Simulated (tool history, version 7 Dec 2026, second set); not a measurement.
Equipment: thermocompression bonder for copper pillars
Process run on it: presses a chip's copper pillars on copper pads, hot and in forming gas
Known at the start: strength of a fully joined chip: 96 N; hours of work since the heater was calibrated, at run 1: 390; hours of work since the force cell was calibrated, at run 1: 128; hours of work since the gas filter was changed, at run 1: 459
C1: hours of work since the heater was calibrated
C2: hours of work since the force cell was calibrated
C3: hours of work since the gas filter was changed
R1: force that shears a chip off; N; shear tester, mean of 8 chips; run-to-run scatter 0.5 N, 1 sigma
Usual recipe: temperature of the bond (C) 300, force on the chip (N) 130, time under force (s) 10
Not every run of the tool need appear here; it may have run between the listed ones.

Run 1, day 0: usual settings; C1 390; C2 128; C3 459. Result: R1 47.8 N.
Run 2, day 0.65: usual settings; C1 398; C2 136; C3 467. Result: R1 47.8 N.
Run 3, day 1.367: usual settings; C1 406; C2 145; C3 476. Result: R1 47.8 N.
Run 4, day 2.104: usual settings but time under force (s) 19; C1 415; C2 154; C3 485. Result: R1 58.2 N.
Run 5, day 2.583: usual settings; C1 421; C2 160; C3 491. Result: R1 47.9 N.
Run 6, day 2.979: usual settings; C1 426; C2 165; C3 496. Result: R1 47.9 N.
At day 3.171: forming gas filter changed.
Run 7, day 3.692: usual settings but temperature of the bond (C) 302; C1 435; C2 173; C3 6. Result: R1 47.8 N.
Run 8, day 4.425: usual settings but temperature of the bond (C) 302; C1 444; C2 182; C3 15. Result: R1 47.6 N.
Run 9, day 4.804: usual settings but temperature of the bond (C) 302, force on the chip (N) 108; C1 449; C2 187; C3 20. Result: R1 41.3 N.
Run 10, day 5.175: usual settings but temperature of the bond (C) 302, force on the chip (N) 108; C1 453; C2 191; C3 25. Result: R1 41.3 N.
Run 11, day 5.762: usual settings but temperature of the bond (C) 302, force on the chip (N) 108; C1 460; C2 199; C3 32. Result: R1 41.2 N.
Run 12, day 6.383: usual settings but temperature of the bond (C) 287, force on the chip (N) 163, time under force (s) 21; C1 468; C2 206; C3 40. Result: R1 65.6 N.
Run 13, day 7.192: usual settings but temperature of the bond (C) 287, force on the chip (N) 163, time under force (s) 21; C1 478; C2 216; C3 50. Result: R1 63.9 N.
Run 14, day 7.854: usual settings but force on the chip (N) 184; C1 486; C2 224; C3 58. Result: R1 62.2 N.
Run 15, day 8.554: usual settings but force on the chip (N) 184; C1 495; C2 233; C3 66. Result: R1 62.5 N.
Run 16, day 9.304: usual settings but temperature of the bond (C) 320, force on the chip (N) 121, time under force (s) 15; C1 504; C2 242; C3 76. Result: R1 59 N.
Run 17, day 10.058: usual settings but temperature of the bond (C) 308, force on the chip (N) 140; C1 513; C2 252; C3 85. Result: R1 52.9 N.
Run 18, day 10.412: usual settings but temperature of the bond (C) 316, force on the chip (N) 126; C1 518; C2 256; C3 89. Result: R1 53.1 N.
Run 19, day 11.092: usual settings but temperature of the bond (C) 316, force on the chip (N) 126, time under force (s) 21; C1 526; C2 264; C3 98. Result: R1 64.8 N.
Run 20, day 11.792: usual settings but temperature of the bond (C) 316, force on the chip (N) 83, time under force (s) 21; C1 535; C2 273; C3 106. Result: R1 47.2 N.

Forecast each of these 4 alternatives for the next run:
Run A, day 12.275: usual settings but temperature of the bond (C) 281, force on the chip (N) 152, time under force (s) 6; C1 541; C2 279; C3 112. Result: R1 ?.
Run B, day 12.275: usual settings but temperature of the bond (C) 308, force on the chip (N) 157, time under force (s) 8; C1 541; C2 279; C3 112. Result: R1 ?.
Run C, day 12.275: usual settings but time under force (s) 11; C1 541; C2 279; C3 112. Result: R1 ?.
Run D, day 12.275: usual settings but temperature of the bond (C) 320, force on the chip (N) 83, time under force (s) 21; C1 541; C2 279; C3 112. Result: R1 ?.

run    R1
  A  38.6
  B    55
  C  49.5
  D  48.9
The same runs, with their run-to-run variation unchanged, on a tool lacking any hidden condition would have given:
run    R1
  A  38.8
  B  55.3
  C  49.7
  D  49.2
